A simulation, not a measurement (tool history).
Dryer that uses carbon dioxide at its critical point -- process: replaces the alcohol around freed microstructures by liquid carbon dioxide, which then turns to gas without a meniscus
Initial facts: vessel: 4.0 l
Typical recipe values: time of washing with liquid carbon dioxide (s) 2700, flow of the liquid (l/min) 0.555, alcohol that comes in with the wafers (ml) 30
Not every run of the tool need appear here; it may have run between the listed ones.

run     day  time of washing with liquid carbon dioxide (s)  flow of the liquid (l/min)  alcohol that comes in with the wafers (ml)  alcohol left in the vessel before it's heated (ppm by volume)
  1       0                                            2700                       0.555                                          30                                                             80
  2   0.192                                            2700                       0.555                                          30                                                             91
  3   0.567                                            2700                       0.555                                          30                                                             77
  4   0.758                                            2700                       0.555                                          30                                                             86
  5   0.933                                            2700                       0.555                                          30                                                             88
  6     1.2                                            2700                       0.555                                          30                                                             95
  7   1.446                                            2700                       0.555                                         117                                                            300
  8     1.7                                            2700                       0.555                                         117                                                            287
  9   2.121                                            2700                       0.555                                          48                                                            144
 10   2.412                                            2700                       0.555                                          30                                                             99
 11   2.654                                            2700                       0.555                                          30                                                            104
 12   2.933                                            2700                       0.555                                          30                                                            101
 13     3.3                                            2700                       0.555                                          30                                                            106
 14   3.696                                            2700                       0.555                                          30                                                             93
 15   4.012                                            2700                       0.555                                          30                                                            108
 16   4.371                                            2700                       0.555                                          30                                                            106
 17   4.604                                            2700                       0.555                                          30                                                             99
 18   4.804                                            2700                       0.555                                          30                                                            103
 19   5.012                                            3420                       0.555                                          30                                                             50
 20   5.342                                            3420                       0.555                                          30                                                             54
 21   5.679                                            2700                       0.603                                          30                                                             83
 22   5.979                                            4140                       0.555                                          30                                                             36
 23    6.15                                            4140                       0.555                                          30                                                             40
 24   6.408                                            4140                       0.555                                          30                                                             21
 25   6.583                                            2760                       0.555                                          57                                                            155
 26   6.771                                            2760                       0.555                                          57                                                            168
 27   7.158                                            2940                       0.344                                          56                                                            643
 28     7.4                                            2940                       0.346                                          84                                                            931
 29    7.75                                            2820                       0.595                                          45                                                             91
 30       8                                            2700                       0.524                                          52                                                            219
 31   8.233                                            2700                       0.524                                          52                                                            215
 32   8.638                                            2700                       0.524                                          52                                                            214
 33   8.996                                            2760                       0.471                                         117                                                            613
 34     9.2                                            2760                       0.471                                         117                                                            620
 35   9.562                                            2700                        0.56                                          30                                                            111
 36   9.921                                            2700                       0.522                                          30                                                            145
 37  10.229                                            3240                       0.568                                          30                                                             72
 38  10.438                                            4020                       0.808                                          30                                                             35
 39  10.708                                            2880                       0.853                                          53                                                             50
 40  11.038                                            2160                       0.555                                          57                                                            448
 41  11.296                                            3120                       0.905                                          23                                                             36
 42  11.479                                            3120                       0.905                                          23                                                             39
 43  11.779                                            3120                       0.905                                          23                                                             41
 44  12.083                                            3120                       0.905                                          23                                                             46

Run by run, hidden condition taken away, random variation retained:
The tool's hidden condition here consists of: flow that reaches the vessel past the clogged filter, %; alcohol in the recycled carbon dioxide, ppm; drift of the gauge itself on alcohol_ppm, %.
run  alcohol left in the vessel before it's heated (ppm by volume)
  1                                                             45
  2                                                             55
  3                                                             40
  4                                                             48
  5                                                             50
  6                                                             56
  7                                                            183
  8                                                            171
  9                                                             84
 10                                                             55
 11                                                             58
 12                                                             56
 13                                                             58
 14                                                             46
 15                                                             58
 16                                                             55
 17                                                             49
 18                                                             51
 19                                                             17
 20                                                             21
 21                                                             38
 22                                                             10
 23                                                             14
 24                                                              0
 25                                                             73
 26                                                             82
 27                                                            412
 28                                                            600
 29                                                             30
 30                                                            110
 31                                                            106
 32                                                            103
 33                                                            337
 34                                                            341
 35                                                             43
 36                                                             64
 37                                                             25
 38                                                              3
 39                                                             13
 40                                                            240
 41                                                              4
 42                                                              6
 43                                                              7
 44                                                             11
